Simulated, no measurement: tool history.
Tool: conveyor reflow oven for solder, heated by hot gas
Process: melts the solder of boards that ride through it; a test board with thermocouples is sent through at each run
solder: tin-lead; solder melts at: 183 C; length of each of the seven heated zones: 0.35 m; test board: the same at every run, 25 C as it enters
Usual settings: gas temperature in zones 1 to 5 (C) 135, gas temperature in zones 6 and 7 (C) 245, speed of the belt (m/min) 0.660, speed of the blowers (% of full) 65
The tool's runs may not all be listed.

run	hour	gas temperature in zones 1 to 5 (C)	gas temperature in zones 6 and 7 (C)	speed of the belt (m/min)	speed of the blowers (% of full)	highest temperature of the board (C)	time above the solder's melting point (s)
1	0.0	135	245	0.660	65	220.8	48.2
2	14.2	135	245	0.660	65	221.0	48.6
3	25.7	135	245	0.660	65	220.9	48.6
4	41.3	135	245	0.660	65	220.5	49.0
5	55.9	135	245	0.660	65	220.0	48.4
6	71.7	135	245	0.660	65	220.5	49.1
7	84.5	135	245	0.660	65	220.6	48.2
8	97.4	132	245	0.660	65	220.3	47.0
9	104.4	132	245	0.660	65	219.1	46.7
10	111.4	135	245	0.660	65	219.9	48.2
11	126.4	135	245	0.660	65	220.7	48.3
12	136.0	135	249	0.761	56	213.4	37.3
13	147.9	135	248	0.583	65	227.8	59.4
14	155.2	142	248	0.660	54	222.0	50.4
15	167.1	142	241	0.660	63	218.5	48.5
16	174.1	123	245	0.660	85	222.2	45.6
17	186.9	123	245	0.660	85	221.0	46.2
18	195.4	123	245	0.660	85	222.1	46.3
19	206.6	123	245	0.660	85	221.5	46.4
20	223.1	135	245	0.557	65	226.2	62.2
21	231.8	141	234	0.596	75	217.6	53.9
22	248.5	125	259	0.753	75	224.7	42.3

Forecast each of these 4 alternatives for the next run:
A	260.8	135	259	0.753	67	?	?
B	260.8	122	245	0.710	65	?	?
C	260.8	150	259	0.753	86	?	?
D	260.8	146	236	0.753	75	?	?

run	highest temperature of the board (C)	time above the solder's melting point (s)
A	224.9	44.7
B	212.6	36.4
C	232.7	52.6
D	210.3	39.6
Without the tool's hidden state the same runs would have given:
run	highest temperature of the board (C)	time above the solder's melting point (s)
A	228.1	46.2
B	215.7	38.6
C	235.8	53.5
D	213.1	41.6
